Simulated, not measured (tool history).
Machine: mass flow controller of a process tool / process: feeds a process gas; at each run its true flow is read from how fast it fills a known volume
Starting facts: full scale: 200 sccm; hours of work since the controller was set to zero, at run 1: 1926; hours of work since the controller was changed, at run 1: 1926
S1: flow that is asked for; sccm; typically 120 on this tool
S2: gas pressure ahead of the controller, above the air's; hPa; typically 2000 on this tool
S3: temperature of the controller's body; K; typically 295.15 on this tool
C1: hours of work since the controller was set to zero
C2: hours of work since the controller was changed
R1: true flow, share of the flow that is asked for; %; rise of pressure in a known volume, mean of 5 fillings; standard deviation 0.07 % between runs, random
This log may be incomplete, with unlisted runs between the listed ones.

Run 1, hour 0: usual settings; C1 1926; C2 1926. Result: R1 99.19 %.
Run 2, hour 42.3: usual settings; C1 1956; C2 1956. Result: R1 99.17 %.
Run 3, hour 118.9: usual settings; C1 2010; C2 2010. Result: R1 99.32 %.
Run 4, hour 165.1: usual settings; C1 2043; C2 2043. Result: R1 99.15 %.
Run 5, hour 202.8: usual settings; C1 2070; C2 2070. Result: R1 99.31 %.
Run 6, hour 249.7: usual settings; C1 2103; C2 2103. Result: R1 99.25 %.
Run 7, hour 335.3: usual settings but S1 61 sccm; C1 2164; C2 2164. Result: R1 98.81 %.
Run 8, hour 395.9: usual settings but S1 61 sccm; C1 2207; C2 2207. Result: R1 98.88 %.
Run 9, hour 471.6: usual settings; C1 2260; C2 2260. Result: R1 99.47 %.
Run 10, hour 556.1: usual settings but S1 20 sccm, S2 1490 hPa, S3 307.15 K; C1 2320; C2 2320. Result: R1 99.34 %.
Run 11, hour 611.9: usual settings but S1 20 sccm, S2 2030 hPa, S3 307.15 K; C1 2360; C2 2360. Result: R1 99.15 %.
Run 12, hour 692: usual settings but S1 30 sccm, S3 306.15 K; C1 2417; C2 2417. Result: R1 99.34 %.
Run 13, hour 733.8: usual settings but S1 39 sccm, S2 1730 hPa, S3 310.15 K; C1 2446; C2 2446. Result: R1 99.83 %.
Run 14, hour 772.1: usual settings but S1 26 sccm, S2 2150 hPa, S3 298.15 K; C1 2474; C2 2474. Result: R1 98.94 %.
Run 15, hour 809.6: usual settings but S1 20 sccm, S3 303.15 K; C1 2500; C2 2500. Result: R1 99.25 %.
Run 16, hour 881.8: usual settings but S1 20 sccm, S3 303.15 K; C1 2551; C2 2551. Result: R1 99.09 %.

What does the tool deliver on the next run?
Run 17, hour 929.5: usual settings but S1 90 sccm, S2 1880 hPa, S3 300.15 K; C1 2585; C2 2585. Result: R1 ?.

For run 17 the tool returned R1 99.69 %.
Minus the tool's unlogged condition, the same run would have read R1 99.24 %.

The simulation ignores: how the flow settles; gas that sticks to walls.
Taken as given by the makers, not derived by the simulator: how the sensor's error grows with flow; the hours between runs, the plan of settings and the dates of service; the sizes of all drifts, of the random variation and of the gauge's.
